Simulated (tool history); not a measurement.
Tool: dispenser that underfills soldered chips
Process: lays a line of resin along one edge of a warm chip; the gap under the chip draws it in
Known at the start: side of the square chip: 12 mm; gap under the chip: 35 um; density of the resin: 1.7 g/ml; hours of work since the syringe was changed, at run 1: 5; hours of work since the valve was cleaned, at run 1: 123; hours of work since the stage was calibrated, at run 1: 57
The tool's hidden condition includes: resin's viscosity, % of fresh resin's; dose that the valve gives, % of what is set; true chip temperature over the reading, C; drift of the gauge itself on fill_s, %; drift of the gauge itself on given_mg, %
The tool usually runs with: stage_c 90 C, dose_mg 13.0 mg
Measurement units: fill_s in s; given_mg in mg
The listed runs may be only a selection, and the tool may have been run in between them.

run   hour  stage_c  dose_mg  hours of work since the syringe was changed  hours of work since the valve was cleaned  hours of work since the stage was calibrated  fill_s  given_mg
  1    0.0       90     13.0                                            5                                        123                                            57   264.9     12.34
       0.8  -- new syringe of resin
  2    3.0       90     13.0                                            2                                        125                                            59   225.2     12.34
       8.1  -- new syringe of resin
  3    8.3       90     13.0                                            0                                        129                                            62   207.4     12.27
  4   12.7       90     13.0                                            3                                        132                                            66   250.1     12.34
      15.5  -- new syringe of resin
  5   17.8       90     16.1                                            2                                        136                                            69   224.3     15.11
      22.8  -- new syringe of resin
  6   23.2       90     16.1                                            0                                        140                                            73   209.8     15.17
  7   27.2       90     16.1                                            3                                        143                                            76   240.1     15.24
      30.5  -- dispensing valve cleaned and set on the balance
      31.1  -- new syringe of resin
  8   32.3       90     16.1                                            1                                          1                                            79   211.2     16.19
  9   37.4       90     16.1                                            5                                          5                                            83   260.5     16.16
      38.4  -- new syringe of resin
 10   42.3       90     16.1                                            3                                          8                                            86   238.8     16.02
      45.9  -- new syringe of resin
 11   46.9       90     16.1                                            1                                         12                                            89   206.1     16.13
 12   51.5       90     16.1                                            4                                         15                                            93   251.2     16.01
      53.1  -- new syringe of resin
 13   55.1       90     16.1                                            1                                         18                                            95   218.3     16.02
 14   58.8       90     16.1                                            4                                         20                                            98   251.6     16.07
      60.4  -- new syringe of resin
 15   62.9       77     16.1                                            2                                         23                                           101   328.5     15.93
 16   65.8       77     16.1                                            4                                         25                                           103   357.5     15.99
      67.7  -- new syringe of resin
 17   69.7       77     16.1                                            1                                         28                                           106   312.5     15.95
 18   72.0       77     16.1                                            3                                         30                                           108   343.5     15.91
      75.1  -- new syringe of resin
 19   75.6       80     14.5                                            0                                         32                                           110   275.3     14.39
 20   78.5       80     14.5                                            3                                         35                                           112   307.8     14.33
      82.4  -- new syringe of resin
 21   82.7       85     13.0                                            0                                         37                                           115   241.9     12.84
 22   86.0       85     13.0                                            3                                         40                                           118   276.3     12.91
      89.8  -- new syringe of resin
 23   89.9       94     14.0                                            0                                         43                                           120   179.8     13.69
 24   93.8       80     11.1                                            3                                         46                                           123   329.1     10.95
      97.1  -- new syringe of resin
 25   97.9       80     11.1                                            1                                         48                                           126   296.1     10.91
 26  101.7       99     16.6                                            3                                         51                                           129   191.3     16.34
     104.5  -- new syringe of resin
 27  104.6       99     12.7                                            0                                         53                                           131   160.6     12.43
 28  107.7       88     11.7                                            2                                         55                                           133   251.3     11.45
 29  110.2       96     16.9                                            4                                         57                                           135   213.6     16.52
     112.1  -- new syringe of resin
 30  115.0       96     16.9                                            2                                         61                                           139   195.2     16.60
 31  117.4       96     16.9                                            4                                         63                                           140   212.8     16.54
     119.5  -- new syringe of resin
 32  121.0       96     16.9                                            1                                         65                                           143   183.0     16.48
 33  123.8      100     16.9                                            3                                         67                                           145   185.7     16.58
     127.0  -- new syringe of resin
 34  128.5      100     16.9                                            1                                         70                                           148   163.5     16.42
 35  132.1       96     13.8                                            4                                         73                                           151   212.0     13.44

Each row is a separate what-if for the run after 35, all from the same tool condition, not one after another. Results?
     134.4  -- new syringe of resin
  A  134.6       84     12.2                                            0                                         75                                           153       ?         ?
     134.4  -- new syringe of resin
  B  134.6      105     15.6                                            0                                         75                                           153       ?         ?
     134.4  -- new syringe of resin
  C  134.6       90     14.1                                            0                                         75                                           153       ?         ?

run  fill_s  given_mg
  A   250.0     11.75
  B   138.7     15.09
  C   206.9     13.61
The same runs, with their run-to-run variation unchanged, on a tool lacking any hidden condition would have given:
run  fill_s  given_mg
  A   246.3     12.10
  B   137.2     15.53
  C   204.4     14.01
